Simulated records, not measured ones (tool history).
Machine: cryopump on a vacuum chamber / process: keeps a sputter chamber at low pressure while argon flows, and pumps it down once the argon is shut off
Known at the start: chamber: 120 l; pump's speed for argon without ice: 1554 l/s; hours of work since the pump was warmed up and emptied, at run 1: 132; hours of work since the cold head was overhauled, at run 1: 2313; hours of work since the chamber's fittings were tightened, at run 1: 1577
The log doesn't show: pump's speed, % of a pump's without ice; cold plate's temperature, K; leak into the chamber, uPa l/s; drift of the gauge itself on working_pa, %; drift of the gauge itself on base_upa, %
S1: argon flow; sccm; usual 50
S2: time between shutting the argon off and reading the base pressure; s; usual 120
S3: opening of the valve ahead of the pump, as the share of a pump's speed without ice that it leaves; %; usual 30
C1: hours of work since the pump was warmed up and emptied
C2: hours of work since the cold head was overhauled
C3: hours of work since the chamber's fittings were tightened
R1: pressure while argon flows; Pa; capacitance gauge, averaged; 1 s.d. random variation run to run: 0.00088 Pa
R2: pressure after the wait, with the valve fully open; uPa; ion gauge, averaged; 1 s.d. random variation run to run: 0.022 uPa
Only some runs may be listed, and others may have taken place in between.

run 1 day=0 | S1=50 S2=120 S3=30 | C1=132 C2=2313 C3=1577 | R1=0.1849 R2=1.51
run 2 day=1.683 | S1=50 S2=120 S3=30 | C1=168 C2=2349 C3=1613 | R1=0.1865 R2=1.56
run 3 day=3.562 | S1=50 S2=120 S3=30 | C1=208 C2=2389 C3=1654 | R1=0.1869 R2=1.56
run 4 day=5.771 | S1=50 S2=120 S3=30 | C1=256 C2=2436 C3=1701 | R1=0.1869 R2=1.64
run 5 day=7.121 | S1=50 S2=120 S3=30 | C1=284 C2=2465 C3=1730 | R1=0.1869 R2=1.65
run 6 day=8.604 | S1=50 S2=120 S3=55 | C1=316 C2=2496 C3=1761 | R1=0.1063 R2=1.72
-- day=10.458 pump warmed up, emptied and cooled again
run 7 day=10.675 | S1=50 S2=120 S3=55 | C1=5 C2=2536 C3=1801 | R1=0.1012 R2=1.58
run 8 day=11.904 | S1=50 S2=120 S3=55 | C1=31 C2=2563 C3=1827 | R1=0.1021 R2=1.57
run 9 day=13.829 | S1=22 S2=120 S3=30 | C1=72 C2=2604 C3=1868 | R1=0.0808 R2=1.64
run 10 day=15.671 | S1=22 S2=120 S3=30 | C1=111 C2=2643 C3=1908 | R1=0.0819 R2=1.65
run 11 day=16.983 | S1=22 S2=120 S3=30 | C1=139 C2=2671 C3=1936 | R1=0.0816 R2=1.71
run 12 day=18.088 | S1=50 S2=120 S3=42 | C1=163 C2=2695 C3=1959 | R1=0.1362 R2=1.79
-- day=18.792 leaking fittings of the chamber tightened, without venting
run 13 day=19.912 | S1=50 S2=218 S3=30 | C1=200 C2=2732 C3=24 | R1=0.1883 R2=0.41
run 14 day=21.1 | S1=38 S2=218 S3=30 | C1=226 C2=2757 C3=49 | R1=0.1434 R2=0.5
run 15 day=22.908 | S1=38 S2=218 S3=30 | C1=264 C2=2796 C3=88 | R1=0.1428 R2=0.52
run 16 day=25.279 | S1=45 S2=124 S3=54 | C1=315 C2=2846 C3=139 | R1=0.0985 R2=0.63
run 17 day=26.796 | S1=60 S2=61 S3=17 | C1=347 C2=2879 C3=171 | R1=0.3953 R2=1.02
-- day=27.179 pump warmed up, emptied and cooled again
run 18 day=28.362 | S1=60 S2=61 S3=17 | C1=25 C2=2908 C3=200 | R1=0.3852 R2=1.05
run 19 day=30.1 | S1=60 S2=61 S3=29 | C1=62 C2=2945 C3=237 | R1=0.228 R2=1.01
run 20 day=32 | S1=50 S2=44 S3=34 | C1=103 C2=2986 C3=278 | R1=0.1643 R2=1.33
run 21 day=33.938 | S1=50 S2=44 S3=34 | C1=144 C2=3027 C3=319 | R1=0.1648 R2=1.37
run 22 day=35.162 | S1=84 S2=94 S3=30 | C1=170 C2=3053 C3=345 | R1=0.3145 R2=0.86
run 23 day=37.642 | S1=21 S2=71 S3=39 | C1=223 C2=3106 C3=398 | R1=0.0615 R2=1.06
run 24 day=40.1 | S1=24 S2=272 S3=54 | C1=276 C2=3159 C3=451 | R1=0.0524 R2=0.68
run 25 day=41.538 | S1=74 S2=69 S3=45 | C1=307 C2=3189 C3=481 | R1=0.1925 R2=1.17
run 26 day=43.383 | S1=50 S2=64 S3=37 | C1=346 C2=3229 C3=521 | R1=0.1572 R2=1.24
-- day=43.833 pump warmed up, emptied and cooled again
run 27 day=45.662 | S1=50 S2=64 S3=37 | C1=39 C2=3273 C3=565 | R1=0.1491 R2=1.15
run 28 day=47.912 | S1=54 S2=130 S3=59 | C1=87 C2=3321 C3=613 | R1=0.1016 R2=0.87

The logged runs with the hidden state left out (each run's random variation unchanged):
run=1 R1=0.1809 R2=0.55
run=2 R1=0.1817 R2=0.54
run=3 R1=0.1813 R2=0.5
run=4 R1=0.1801 R2=0.55
run=5 R1=0.1794 R2=0.51
run=6 R1=0.098 R2=0.52
run=7 R1=0.0994 R2=0.53
run=8 R1=0.0998 R2=0.51
run=9 R1=0.0794 R2=0.51
run=10 R1=0.0801 R2=0.49
run=11 R1=0.0796 R2=0.51
run=12 R1=0.1308 R2=0.53
run=13 R1=0.1821 R2=0.35
run=14 R1=0.1382 R2=0.41
run=15 R1=0.1369 R2=0.41
run=16 R1=0.0904 R2=0.48
run=17 R1=0.3835 R2=0.84
run=18 R1=0.3828 R2=0.89
run=19 R1=0.2247 R2=0.83
run=20 R1=0.1606 R2=1.12
run=21 R1=0.1602 R2=1.13
run=22 R1=0.3059 R2=0.59
run=23 R1=0.0588 R2=0.76
run=24 R1=0.0487 R2=0.33
run=25 R1=0.1801 R2=0.79
run=26 R1=0.148 R2=0.82
run=27 R1=0.1466 R2=0.79
run=28 R1=0.0979 R2=0.47
